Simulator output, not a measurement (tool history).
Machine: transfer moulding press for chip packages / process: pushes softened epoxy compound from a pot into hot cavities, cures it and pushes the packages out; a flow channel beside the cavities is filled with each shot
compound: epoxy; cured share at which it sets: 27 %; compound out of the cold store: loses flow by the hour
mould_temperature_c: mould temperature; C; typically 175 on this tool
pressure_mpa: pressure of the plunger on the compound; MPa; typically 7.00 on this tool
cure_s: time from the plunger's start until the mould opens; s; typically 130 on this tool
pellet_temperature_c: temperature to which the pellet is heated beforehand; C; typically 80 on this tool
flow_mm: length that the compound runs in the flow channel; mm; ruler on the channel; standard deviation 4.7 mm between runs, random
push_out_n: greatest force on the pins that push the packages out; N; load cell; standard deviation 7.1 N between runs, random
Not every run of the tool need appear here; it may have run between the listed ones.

run     day  mould_temperature_c  pressure_mpa  cure_s  pellet_temperature_c  incoming compound's hours out of the cold store  flow_mm  push_out_n
  1   0.000                  175          7.00     130                    80                                             39.3      504         345
  2   1.579                  175          7.00     130                    86                                             23.5      521         421
  3   3.038                  175          7.00     130                    86                                             11.0      539         484
  4   4.904                  175          7.00     130                    86                                             10.0      536         522
      5.917  -- cavities cleaned with cleaning compound and waxed
  5   5.917                  175          7.00     130                    86                                             17.9      519         301
      6.092  -- mould's thermocouples calibrated
  6   6.967                  175          7.00     130                    86                                             11.4      527         349
  7   8.496                  175          7.00     130                    86                                             33.0      498         424
      9.117  -- mould's thermocouples calibrated, once more
  8  10.117                  175          7.00     114                    80                                             22.2      506         501
  9  12.004                  175          7.00     114                    80                                             24.8      507         552
     13.038  -- cavities cleaned with cleaning compound and waxed
 10  13.054                  175          7.00     146                    77                                             38.4      480         295
 11  14.996                  167          7.00     148                    80                                             44.0      494         450
 12  15.829                  170          8.13     148                    80                                             24.9      555         452
 13  17.179                  170          8.13     148                    80                                             32.7      537         499
 14  18.750                  173          7.86     118                    73                                             14.8      549         607

Selected run-to-run steps in flow_mm, each split into two signed amounts: the part the tool would show with no hidden state at all (from settings, incoming material and random variation), and the remainder, which goes to the hidden state together with any gauge scatter not common to the measured and the hidden-state-free results:
The hidden state here: true mould temperature over the reading, C; pressure that reaches the compound, % of what is set; grip of the stained cavities, % over clean ones'; drift of the gauge itself on flow_mm, %; drift of the gauge itself on push_out_n, %.
Run 11 -> 12: mould_temperature_c 167 -> 170, pressure_mpa 7.00 -> 8.13. flow_mm +61 mm: hidden state -8, all else +69.
